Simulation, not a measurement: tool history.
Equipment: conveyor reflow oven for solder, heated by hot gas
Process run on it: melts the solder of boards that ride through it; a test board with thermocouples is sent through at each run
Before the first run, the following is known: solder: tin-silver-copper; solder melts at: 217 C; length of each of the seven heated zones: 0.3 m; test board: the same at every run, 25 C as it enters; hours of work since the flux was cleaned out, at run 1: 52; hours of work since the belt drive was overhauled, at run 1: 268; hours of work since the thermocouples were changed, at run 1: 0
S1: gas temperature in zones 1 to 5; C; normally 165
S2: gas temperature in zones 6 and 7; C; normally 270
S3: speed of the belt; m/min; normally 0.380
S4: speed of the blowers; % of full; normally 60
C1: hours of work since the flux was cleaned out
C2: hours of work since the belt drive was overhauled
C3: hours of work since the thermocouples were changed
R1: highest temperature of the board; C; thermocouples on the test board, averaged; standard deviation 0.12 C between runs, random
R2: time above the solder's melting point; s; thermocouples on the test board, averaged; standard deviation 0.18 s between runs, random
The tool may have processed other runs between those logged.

run,hour,S1,S2,S3,S4,C1,C2,C3,R1,R2
1,0.0,165,270,0.380,60,52,268,0,252.5,67.4
2,82.5,165,270,0.380,60,105,322,54,252.6,67.3
3,137.3,165,270,0.380,60,141,357,89,252.4,67.3
4,184.5,165,270,0.380,60,171,388,120,252.5,67.3
5,229.4,165,270,0.406,60,201,417,149,250.1,60.2
6,271.6,150,270,0.380,60,228,445,176,249.7,59.1
7,352.8,150,270,0.380,77,281,497,229,254.3,65.1
8,428.7,150,270,0.380,77,330,547,278,254.5,65.2
# hour 445.4: flux residue cleaned out of gas plates and filters
9,484.3,165,270,0.380,60,25,579,311,252.6,67.6
10,570.0,165,270,0.408,60,81,635,367,249.9,59.5
11,657.3,165,270,0.408,60,138,692,424,250.0,59.6
12,697.8,165,270,0.408,60,164,718,450,249.8,59.7
13,783.4,165,270,0.408,60,219,774,505,250.0,59.6
14,821.7,165,270,0.408,60,244,799,530,250.0,59.7
15,885.8,165,270,0.408,67,286,840,572,251.8,61.7
16,942.0,165,270,0.408,67,322,877,608,251.9,62.3
# hour 975.1: flux residue cleaned out of gas plates and filters
17,997.6,165,270,0.350,67,15,910,641,257.1,79.1
# hour 1003.8: thermocouples of zones 6 and 7 changed
18,1069.0,165,270,0.369,87,60,955,42,258.8,76.8
19,1114.5,165,270,0.369,87,89,984,72,259.1,76.8
20,1166.4,167,284,0.348,87,123,1018,106,273.8,92.3
21,1222.8,156,270,0.380,76,160,1054,142,254.8,67.4
22,1292.7,169,263,0.308,71,205,1100,188,254.7,91.5
23,1374.5,152,271,0.431,65,258,1153,241,247.4,49.8
# hour 1419.4: belt drive overhauled, speed set with a stopwatch
24,1432.7,165,261,0.345,60,293,9,276,247.3,70.7
25,1490.6,165,261,0.345,60,331,46,313,247.4,70.4
# hour 1509.6: flux residue cleaned out of gas plates and filters
26,1566.0,168,259,0.322,74,37,92,359,250.4,82.6
27,1630.9,152,270,0.307,60,79,134,401,257.6,86.1
28,1714.9,165,270,0.380,60,133,189,456,252.4,67.2
29,1802.2,165,270,0.380,60,190,245,513,252.7,67.4
30,1863.9,150,258,0.362,60,230,285,553,240.9,52.9
31,1937.2,165,272,0.380,70,278,333,600,256.7,71.6

How the hidden state differs across the entries between the runs, from the last listed run before each to the first after it:
After run 8, before run 9: flux residue cleaned out of gas plates and filters (hour 445.4)
  heat that the gas passes to the board, % of a clean oven's: 99.8 -> 100; belt's true speed, % of the reading: 99.97 -> 99.96
After run 16, before run 17: flux residue cleaned out of gas plates and filters (hour 975.1)
  heat that the gas passes to the board, % of a clean oven's: 99.9 -> 100
After run 17, before run 18: thermocouples of zones 6 and 7 changed (hour 1003.8)
  belt's true speed, % of the reading: 99.95 -> 99.94; true gas temperature in zones 6 and 7 over the reading, C: -0.03 -> 0.01
After run 23, before run 24: belt drive overhauled, speed set with a stopwatch (hour 1419.4)
  belt's true speed, % of the reading: 99.93 -> 100
After run 25, before run 26: flux residue cleaned out of gas plates and filters (hour 1509.6)
  heat that the gas passes to the board, % of a clean oven's: 99.9 -> 100
